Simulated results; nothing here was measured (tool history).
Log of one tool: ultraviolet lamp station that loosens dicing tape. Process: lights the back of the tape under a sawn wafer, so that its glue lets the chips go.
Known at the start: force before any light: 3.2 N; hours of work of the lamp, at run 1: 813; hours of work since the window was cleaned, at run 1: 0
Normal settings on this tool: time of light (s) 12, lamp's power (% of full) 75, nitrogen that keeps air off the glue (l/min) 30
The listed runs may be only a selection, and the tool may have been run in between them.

run,hour,time of light (s),lamp's power (% of full),nitrogen that keeps air off the glue (l/min),hours of work of the lamp,hours of work since the window was cleaned,force that peels the tape off (N),light that reached the tape (mJ/cm2)
1,0.0,12,75,30,813,0,0.390,320
2,22.8,12,75,12,827,14,0.637,320
3,55.8,12,75,30,848,35,0.387,314
4,73.1,12,75,30,859,46,0.401,312
5,115.6,12,75,30,886,73,0.401,312
6,137.1,12,75,30,899,87,0.402,308
7,157.0,12,75,30,912,99,0.395,310
8,194.8,12,75,30,936,123,0.416,302
9,217.6,12,75,30,950,138,0.424,301
10,245.2,12,75,30,968,155,0.416,298
11,274.0,12,75,30,986,173,0.437,303
12,296.9,12,75,30,1000,188,0.460,299
13,336.3,12,75,30,1025,213,0.443,297
14,371.6,12,75,30,1048,235,0.447,291
15,400.7,10,75,30,1066,254,0.623,241
16,429.7,6,77,11,1084,272,1.450,149
# hour 434.1: window cleaned of glue's vapour
17,466.4,6,72,13,1107,20,1.544,135
18,493.3,19,75,9,1124,38,0.424,443
19,525.0,19,75,9,1144,58,0.410,439
20,556.5,13,75,30,1164,77,0.430,298
21,593.1,16,81,46,1188,101,0.194,393
22,614.0,16,81,46,1201,114,0.204,391
# hour 630.1: window cleaned of glue's vapour, once more
23,649.8,16,81,46,1223,12,0.157,420
24,674.4,8,60,53,1239,28,0.944,156
25,703.5,8,60,53,1257,46,0.954,159
26,734.0,20,60,45,1276,66,0.217,384

Here are 5 independent what-if runs from the current tool condition. What would each one return?
A,756.0,6,60,45,1290,80,?,?
B,756.0,12,75,11,1290,80,?,?
C,756.0,20,78,30,1290,80,?,?
D,756.0,12,75,12,1290,80,?,?
E,756.0,20,60,57,1290,80,?,?

run,force that peels the tape off (N),light that reached the tape (mJ/cm2)
A,1.336,116
B,0.719,288
C,0.147,495
D,0.754,288
E,0.196,384
What these runs would have given with no unlogged condition in the tool:
run,force that peels the tape off (N),light that reached the tape (mJ/cm2)
A,1.051,148
B,0.483,369
C,0.089,636
D,0.509,369
E,0.114,492
